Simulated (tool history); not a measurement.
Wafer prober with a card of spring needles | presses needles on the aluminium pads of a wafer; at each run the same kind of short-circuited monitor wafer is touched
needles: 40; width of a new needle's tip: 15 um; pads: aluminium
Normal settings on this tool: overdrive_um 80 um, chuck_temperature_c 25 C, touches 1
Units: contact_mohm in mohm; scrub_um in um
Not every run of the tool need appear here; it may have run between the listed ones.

run 1 hour=0.0 | overdrive_um=80 chuck_temperature_c=25 touches=1 | contact_mohm=177 scrub_um=16.25
-- hour=5.9 tips cleaned on abrasive film
-- hour=15.5 tips cleaned on abrasive film
run 2 hour=17.0 | overdrive_um=80 chuck_temperature_c=25 touches=1 | contact_mohm=173 scrub_um=16.19
-- hour=24.2 tips cleaned on abrasive film
-- hour=33.6 tips cleaned on abrasive film
run 3 hour=35.6 | overdrive_um=80 chuck_temperature_c=25 touches=3 | contact_mohm=174 scrub_um=16.18
-- hour=43.7 tips cleaned on abrasive film
-- hour=53.6 tips cleaned on abrasive film
-- hour=62.1 tips cleaned on abrasive film
run 4 hour=62.1 | overdrive_um=80 chuck_temperature_c=25 touches=3 | contact_mohm=175 scrub_um=16.23
-- hour=71.6 tips cleaned on abrasive film
run 5 hour=76.2 | overdrive_um=80 chuck_temperature_c=25 touches=1 | contact_mohm=173 scrub_um=16.15
-- hour=80.1 tips cleaned on abrasive film
-- hour=89.3 tips cleaned on abrasive film
run 6 hour=94.6 | overdrive_um=80 chuck_temperature_c=25 touches=2 | contact_mohm=175 scrub_um=16.18
-- hour=98.2 tips cleaned on abrasive film
-- hour=105.9 height of the first contact set anew
-- hour=107.6 tips cleaned on abrasive film
-- hour=117.8 tips cleaned on abrasive film
run 7 hour=124.4 | overdrive_um=80 chuck_temperature_c=25 touches=2 | contact_mohm=175 scrub_um=16.24
-- hour=126.4 tips cleaned on abrasive film
-- hour=135.3 tips cleaned on abrasive film
-- hour=145.3 tips cleaned on abrasive film
-- hour=155.0 tips cleaned on abrasive film
run 8 hour=155.0 | overdrive_um=80 chuck_temperature_c=25 touches=2 | contact_mohm=172 scrub_um=16.29
-- hour=164.7 tips cleaned on abrasive film
run 9 hour=172.5 | overdrive_um=80 chuck_temperature_c=25 touches=2 | contact_mohm=176 scrub_um=16.25
-- hour=174.0 tips cleaned on abrasive film
-- hour=183.9 tips cleaned on abrasive film
run 10 hour=190.7 | overdrive_um=80 chuck_temperature_c=25 touches=2 | contact_mohm=173 scrub_um=16.31
-- hour=192.9 tips cleaned on abrasive film
-- hour=202.1 tips cleaned on abrasive film
-- hour=212.2 tips cleaned on abrasive film
run 11 hour=215.4 | overdrive_um=80 chuck_temperature_c=25 touches=2 | contact_mohm=175 scrub_um=16.19
-- hour=222.0 tips cleaned on abrasive film
run 12 hour=228.8 | overdrive_um=80 chuck_temperature_c=25 touches=2 | contact_mohm=174 scrub_um=16.25
-- hour=231.0 tips cleaned on abrasive film
-- hour=240.5 tips cleaned on abrasive film
run 13 hour=242.9 | overdrive_um=80 chuck_temperature_c=25 touches=2 | contact_mohm=175 scrub_um=16.38
-- hour=249.1 tips cleaned on abrasive film
-- hour=258.4 tips cleaned on abrasive film
run 14 hour=265.7 | overdrive_um=80 chuck_temperature_c=25 touches=2 | contact_mohm=173 scrub_um=16.34
-- hour=267.8 tips cleaned on abrasive film
-- hour=276.8 tips cleaned on abrasive film
run 15 hour=280.1 | overdrive_um=70 chuck_temperature_c=40 touches=1 | contact_mohm=177 scrub_um=14.33
-- hour=285.9 tips cleaned on abrasive film
-- hour=295.4 tips cleaned on abrasive film
-- hour=305.4 tips cleaned on abrasive film
run 16 hour=310.5 | overdrive_um=93 chuck_temperature_c=66 touches=1 | contact_mohm=183 scrub_um=18.97
-- hour=314.5 tips cleaned on abrasive film
-- hour=324.2 tips cleaned on abrasive film
-- hour=333.8 tips cleaned on abrasive film
run 17 hour=339.5 | overdrive_um=79 chuck_temperature_c=43 touches=2 | contact_mohm=174 scrub_um=16.13
-- hour=343.1 tips cleaned on abrasive film
-- hour=352.8 tips cleaned on abrasive film
run 18 hour=360.2 | overdrive_um=79 chuck_temperature_c=47 touches=2 | contact_mohm=178 scrub_um=16.20
-- hour=362.2 tips cleaned on abrasive film
-- hour=371.7 tips cleaned on abrasive film
-- hour=381.2 tips cleaned on abrasive film
run 19 hour=381.2 | overdrive_um=70 chuck_temperature_c=85 touches=1 | contact_mohm=185 scrub_um=14.34
-- hour=391.2 tips cleaned on abrasive film
-- hour=400.7 tips cleaned on abrasive film
-- hour=409.3 tips cleaned on abrasive film
run 20 hour=411.5 | overdrive_um=65 chuck_temperature_c=87 touches=1 | contact_mohm=186 scrub_um=13.31
-- hour=417.7 tips cleaned on abrasive film
-- hour=427.1 tips cleaned on abrasive film
run 21 hour=428.9 | overdrive_um=80 chuck_temperature_c=93 touches=1 | contact_mohm=184 scrub_um=16.47
-- hour=436.7 tips cleaned on abrasive film
-- hour=445.6 tips cleaned on abrasive film
-- hour=454.9 tips cleaned on abrasive film
run 22 hour=457.5 | overdrive_um=80 chuck_temperature_c=31 touches=2 | contact_mohm=176 scrub_um=16.55
-- hour=463.8 tips cleaned on abrasive film
-- hour=473.3 tips cleaned on abrasive film
-- hour=483.1 tips cleaned on abrasive film
run 23 hour=488.7 | overdrive_um=80 chuck_temperature_c=55 touches=1 | contact_mohm=178 scrub_um=16.49

Predict the results of run 24:
-- hour=490.3 gauge calibrated
-- hour=491.9 tips cleaned on abrasive film
-- hour=500.9 tips cleaned on abrasive film
-- hour=509.8 tips cleaned on abrasive film
-- hour=518.8 tips cleaned on abrasive film
run 24 hour=519.5 | overdrive_um=83 chuck_temperature_c=55 touches=3 | contact_mohm=? scrub_um=?

{"run 24": {"contact_mohm": 180, "scrub_um": 16.71}}
If the tool had no hidden condition, the same run with the same run-to-run variation would have returned contact_mohm 180 mohm, scrub_um 16.72 um.
